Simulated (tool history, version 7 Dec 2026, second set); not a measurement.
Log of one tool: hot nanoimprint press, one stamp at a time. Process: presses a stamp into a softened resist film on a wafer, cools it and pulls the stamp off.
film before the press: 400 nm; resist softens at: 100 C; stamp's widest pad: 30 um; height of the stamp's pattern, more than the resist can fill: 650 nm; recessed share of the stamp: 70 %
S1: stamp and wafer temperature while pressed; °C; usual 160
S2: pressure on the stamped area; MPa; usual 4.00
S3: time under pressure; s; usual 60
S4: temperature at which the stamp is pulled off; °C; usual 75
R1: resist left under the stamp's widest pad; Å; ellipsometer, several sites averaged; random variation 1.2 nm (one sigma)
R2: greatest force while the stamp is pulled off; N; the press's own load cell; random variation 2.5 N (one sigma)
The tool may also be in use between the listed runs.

run     day   S1    S2  S3  S4    R1   R2
  1   0.000  160  4.00  60  75  1890  145
  2   1.838  160  4.00  60  65  1899  195
      2.688  -- stamp cleaned and given a new release coat
  3   4.067  160  4.00  60  65  1929  152
  4   5.658  160  4.00  60  65  1937  153
  5   7.775  160  4.00  60  67  1931  149
  6   9.733  160  4.00  60  67  1967  149
  7  11.954  160  4.00  60  81  1960  113
  8  13.871  160  4.00  60  75  2014  133
     14.721  -- plate thermocouple calibrated
  9  16.154  160  4.00  60  73  2094  152
 10  18.062  160  3.32  60  75  2306  148
 11  19.162  160  3.32  60  75  2290  146
 12  21.271  160  3.32  85  75  2077  149
 13  22.200  160  3.32  85  75  2062  152
 14  23.429  160  4.00  60  75  2180  156
     24.321  -- stamp cleaned and given a new release coat
 15  25.817  160  4.00  60  75  2191  128
     26.112  -- plate thermocouple calibrated, once more
 16  27.088  160  2.71  60  62  2205  160
 17  28.596  160  4.00  60  61  1888  164
 18  30.625  160  4.00  60  61  1886  168
 19  31.988  166  3.20  60  64  1488  164
 20  33.242  169  4.00  45  78  1253  121
 21  34.717  160  2.47  60  75  2314  135
 22  36.550  160  4.01  74  76  1782  124
 23  38.700  170  2.61  48  75  1441  145
 24  40.592  170  2.61  48  75  1449  136
 25  41.525  170  3.19  59  60  1228  194
 26  42.496  155  4.00  60  66  2591  173
 27  44.667  155  4.00  60  66  2618  179
     46.008  -- stamp cleaned and given a new release coat
 28  46.962  160  3.72  59  72  2091  125
 29  48.992  160  5.60  60  82  1771  100

Forecast each of these 4 alternatives for the next run:
  A  50.700  166  4.13   43  82   ?   ?
  B  50.700  167  5.60  105  82   ?   ?
  C  50.700  160  4.00   60  73   ?   ?
  D  50.700  160  4.88  100  77   ?   ?

run    R1   R2
  A  1614  108
  B   921  104
  C  2050  135
  D  1544  121
Without the tool's hidden state the same runs would have given:
run    R1   R2
  A  1415   97
  B   787   94
  C  1809  123
  D  1330  110
